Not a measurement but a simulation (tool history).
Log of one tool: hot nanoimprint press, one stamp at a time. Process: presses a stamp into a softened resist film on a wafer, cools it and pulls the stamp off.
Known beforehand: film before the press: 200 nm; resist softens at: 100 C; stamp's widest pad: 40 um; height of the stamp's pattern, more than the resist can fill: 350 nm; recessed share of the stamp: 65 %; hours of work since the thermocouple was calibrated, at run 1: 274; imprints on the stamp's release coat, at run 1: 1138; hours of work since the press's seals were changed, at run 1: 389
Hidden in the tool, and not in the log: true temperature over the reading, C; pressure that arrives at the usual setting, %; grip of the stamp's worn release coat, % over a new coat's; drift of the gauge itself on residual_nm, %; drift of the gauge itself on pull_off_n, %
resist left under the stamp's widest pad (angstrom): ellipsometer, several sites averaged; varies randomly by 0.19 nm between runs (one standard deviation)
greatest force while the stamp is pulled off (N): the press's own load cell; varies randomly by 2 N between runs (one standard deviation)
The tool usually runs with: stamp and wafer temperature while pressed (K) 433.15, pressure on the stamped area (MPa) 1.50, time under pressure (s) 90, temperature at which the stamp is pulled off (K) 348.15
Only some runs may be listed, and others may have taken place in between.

run	hour	stamp and wafer temperature while pressed (K)	pressure on the stamped area (MPa)	time under pressure (s)	temperature at which the stamp is pulled off (K)	hours of work since the thermocouple was calibrated	imprints on the stamp's release coat	hours of work since the press's seals were changed	resist left under the stamp's widest pad (angstrom)	greatest force while the stamp is pulled off (N)
1	0.0	433.15	1.50	90	348.15	274	1138	389	915	204
2	49.9	433.15	1.50	90	348.15	313	1397	428	909	203
# hour 85.0: stamp cleaned and given a new release coat
3	91.3	433.15	1.50	98	348.15	341	32	456	883	168
4	126.9	433.15	1.50	98	348.15	369	217	484	874	178
# hour 155.9: plate thermocouple calibrated
5	157.5	433.15	1.50	98	348.15	1	361	505	903	183
# hour 207.7: press's hydraulic seals changed and the load cell set to zero
6	219.2	433.15	1.50	98	348.15	43	639	9	887	191
7	273.2	433.15	1.50	90	348.15	86	920	51	913	196
8	329.7	433.15	1.50	90	348.15	130	1214	96	914	203
9	365.9	433.15	1.50	100	348.15	158	1401	124	875	213
# hour 400.7: stamp cleaned and given a new release coat
10	428.6	433.15	1.50	100	348.15	203	145	169	874	178
11	464.8	433.15	1.45	95	334.15	231	333	197	903	245
12	506.6	440.15	1.45	132	334.15	264	550	230	534	251
13	550.1	438.15	1.44	56	348.15	298	776	264	849	189
14	594.4	438.15	1.44	56	348.15	333	1006	299	847	197
15	630.0	433.15	0.96	90	355.15	361	1191	326	1086	171
# hour 669.6: plate thermocouple calibrated
16	671.0	443.15	1.50	65	333.15	1	1388	356	612	285
# hour 706.8: stamp cleaned and given a new release coat
17	718.9	443.15	1.50	65	333.15	34	63	389	610	239
18	748.5	443.15	1.50	65	333.15	57	217	412	610	247
19	803.8	437.15	1.60	90	348.15	101	504	456	711	186

Predict each of these 3 candidate next runs independently; none follows another, all start after run 19:
A	839.9	433.15	0.95	90	336.15	129	691	484	?	?
B	839.9	441.15	1.75	46	348.15	129	691	484	?	?
C	839.9	437.15	1.60	90	347.15	129	691	484	?	?

run	resist left under the stamp's widest pad (angstrom)	greatest force while the stamp is pulled off (N)
A	1100	246
B	725	191
C	713	196
With the hidden condition removed and each run's random variation left untouched, the same runs would have given:
run	resist left under the stamp's widest pad (angstrom)	greatest force while the stamp is pulled off (N)
A	1114	226
B	733	176
C	721	180
